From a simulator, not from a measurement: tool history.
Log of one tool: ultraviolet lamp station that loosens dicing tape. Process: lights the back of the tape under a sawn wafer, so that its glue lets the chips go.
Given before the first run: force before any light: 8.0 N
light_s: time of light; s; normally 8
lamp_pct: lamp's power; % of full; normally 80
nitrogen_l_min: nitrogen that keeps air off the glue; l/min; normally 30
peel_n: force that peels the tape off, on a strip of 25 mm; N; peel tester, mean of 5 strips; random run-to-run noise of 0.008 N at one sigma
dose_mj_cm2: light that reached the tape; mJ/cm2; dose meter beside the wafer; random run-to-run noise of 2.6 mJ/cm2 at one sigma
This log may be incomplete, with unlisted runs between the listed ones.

run 1 hour=0.0 | light_s=8 lamp_pct=80 nitrogen_l_min=30 | peel_n=0.332 dose_mj_cm2=320
run 2 hour=50.1 | light_s=8 lamp_pct=63 nitrogen_l_min=30 | peel_n=0.526 dose_mj_cm2=242
run 3 hour=110.7 | light_s=8 lamp_pct=63 nitrogen_l_min=30 | peel_n=0.596 dose_mj_cm2=232
run 4 hour=168.1 | light_s=8 lamp_pct=73 nitrogen_l_min=30 | peel_n=0.489 dose_mj_cm2=260
run 5 hour=229.4 | light_s=8 lamp_pct=73 nitrogen_l_min=30 | peel_n=0.509 dose_mj_cm2=242
run 6 hour=284.6 | light_s=8 lamp_pct=73 nitrogen_l_min=16 | peel_n=0.786 dose_mj_cm2=235
-- hour=316.1 window cleaned of glue's vapour
run 7 hour=371.0 | light_s=8 lamp_pct=73 nitrogen_l_min=16 | peel_n=0.640 dose_mj_cm2=262
run 8 hour=451.0 | light_s=8 lamp_pct=73 nitrogen_l_min=16 | peel_n=0.699 dose_mj_cm2=252
run 9 hour=517.8 | light_s=6 lamp_pct=80 nitrogen_l_min=30 | peel_n=0.783 dose_mj_cm2=193
run 10 hour=598.8 | light_s=8 lamp_pct=62 nitrogen_l_min=30 | peel_n=0.835 dose_mj_cm2=190
-- hour=646.9 window cleaned of glue's vapour
run 11 hour=660.9 | light_s=8 lamp_pct=62 nitrogen_l_min=30 | peel_n=0.614 dose_mj_cm2=219
run 12 hour=733.3 | light_s=8 lamp_pct=62 nitrogen_l_min=30 | peel_n=0.710 dose_mj_cm2=204
run 13 hour=811.3 | light_s=8 lamp_pct=62 nitrogen_l_min=30 | peel_n=0.817 dose_mj_cm2=192
run 14 hour=849.2 | light_s=8 lamp_pct=62 nitrogen_l_min=30 | peel_n=0.824 dose_mj_cm2=194
run 15 hour=924.0 | light_s=8 lamp_pct=62 nitrogen_l_min=30 | peel_n=0.924 dose_mj_cm2=182
run 16 hour=969.3 | light_s=5 lamp_pct=80 nitrogen_l_min=30 | peel_n=1.359 dose_mj_cm2=140
-- hour=975.9 window cleaned of glue's vapour
run 17 hour=1014.6 | light_s=5 lamp_pct=80 nitrogen_l_min=30 | peel_n=1.080 dose_mj_cm2=161
run 18 hour=1097.9 | light_s=5 lamp_pct=80 nitrogen_l_min=30 | peel_n=1.219 dose_mj_cm2=152
run 19 hour=1172.2 | light_s=5 lamp_pct=80 nitrogen_l_min=18 | peel_n=1.704 dose_mj_cm2=146
run 20 hour=1243.6 | light_s=5 lamp_pct=80 nitrogen_l_min=36 | peel_n=1.318 dose_mj_cm2=134
run 21 hour=1283.8 | light_s=8 lamp_pct=66 nitrogen_l_min=30 | peel_n=0.957 dose_mj_cm2=171
-- hour=1308.3 window cleaned of glue's vapour
run 22 hour=1353.0 | light_s=8 lamp_pct=80 nitrogen_l_min=30 | peel_n=0.515 dose_mj_cm2=240
run 23 hour=1405.7 | light_s=8 lamp_pct=80 nitrogen_l_min=30 | peel_n=0.548 dose_mj_cm2=231
run 24 hour=1443.2 | light_s=6 lamp_pct=76 nitrogen_l_min=11 | peel_n=1.750 dose_mj_cm2=165
run 25 hour=1508.1 | light_s=6 lamp_pct=96 nitrogen_l_min=21 | peel_n=0.979 dose_mj_cm2=193
run 26 hour=1592.5 | light_s=6 lamp_pct=96 nitrogen_l_min=21 | peel_n=1.097 dose_mj_cm2=180
-- hour=1637.5 window cleaned of glue's vapour
run 27 hour=1637.5 | light_s=9 lamp_pct=93 nitrogen_l_min=36 | peel_n=0.339 dose_mj_cm2=312
run 28 hour=1686.2 | light_s=9 lamp_pct=67 nitrogen_l_min=59 | peel_n=0.482 dose_mj_cm2=219
run 29 hour=1729.1 | light_s=9 lamp_pct=67 nitrogen_l_min=59 | peel_n=0.515 dose_mj_cm2=202
run 30 hour=1815.6 | light_s=9 lamp_pct=67 nitrogen_l_min=59 | peel_n=0.603 dose_mj_cm2=195
-- hour=1887.4 lamp changed
run 31 hour=1899.6 | light_s=9 lamp_pct=67 nitrogen_l_min=59 | peel_n=0.336 dose_mj_cm2=270
-- hour=1971.3 window cleaned of glue's vapour
run 32 hour=1984.6 | light_s=7 lamp_pct=66 nitrogen_l_min=9 | peel_n=1.080 dose_mj_cm2=240
run 33 hour=2021.7 | light_s=9 lamp_pct=66 nitrogen_l_min=15 | peel_n=0.529 dose_mj_cm2=302
run 34 hour=2067.6 | light_s=6 lamp_pct=78 nitrogen_l_min=56 | peel_n=0.437 dose_mj_cm2=228
run 35 hour=2110.1 | light_s=8 lamp_pct=78 nitrogen_l_min=12 | peel_n=0.605 dose_mj_cm2=291
run 36 hour=2165.5 | light_s=10 lamp_pct=84 nitrogen_l_min=23 | peel_n=0.286 dose_mj_cm2=385
run 37 hour=2246.3 | light_s=10 lamp_pct=85 nitrogen_l_min=18 | peel_n=0.361 dose_mj_cm2=359
run 38 hour=2294.4 | light_s=8 lamp_pct=87 nitrogen_l_min=21 | peel_n=0.483 dose_mj_cm2=286
-- hour=2304.7 window cleaned of glue's vapour
run 39 hour=2357.0 | light_s=8 lamp_pct=87 nitrogen_l_min=21 | peel_n=0.388 dose_mj_cm2=333
run 40 hour=2417.0 | light_s=9 lamp_pct=73 nitrogen_l_min=14 | peel_n=0.553 dose_mj_cm2=301
run 41 hour=2475.9 | light_s=4 lamp_pct=72 nitrogen_l_min=22 | peel_n=1.814 dose_mj_cm2=123
run 42 hour=2539.1 | light_s=15 lamp_pct=63 nitrogen_l_min=30 | peel_n=0.274 dose_mj_cm2=399

Here are 5 independent what-if runs from the current tool condition. What would each one return?
run A hour=2610.6 | light_s=11 lamp_pct=66 nitrogen_l_min=22 | peel_n=? dose_mj_cm2=?
run B hour=2610.6 | light_s=15 lamp_pct=63 nitrogen_l_min=47 | peel_n=? dose_mj_cm2=?
run C hour=2610.6 | light_s=10 lamp_pct=83 nitrogen_l_min=27 | peel_n=? dose_mj_cm2=?
run D hour=2610.6 | light_s=13 lamp_pct=63 nitrogen_l_min=30 | peel_n=? dose_mj_cm2=?
run E hour=2610.6 | light_s=9 lamp_pct=96 nitrogen_l_min=29 | peel_n=? dose_mj_cm2=?

run=A peel_n=0.469 dose_mj_cm2=284
run=B peel_n=0.277 dose_mj_cm2=370
run=C peel_n=0.343 dose_mj_cm2=325
run=D peel_n=0.319 dose_mj_cm2=322
run=E peel_n=0.311 dose_mj_cm2=342
Had the tool no hidden state, the same runs would have come out as:
run=A peel_n=0.311 dose_mj_cm2=388
run=B peel_n=0.255 dose_mj_cm2=504
run=C peel_n=0.263 dose_mj_cm2=443
run=D peel_n=0.248 dose_mj_cm2=439
run=E peel_n=0.249 dose_mj_cm2=466
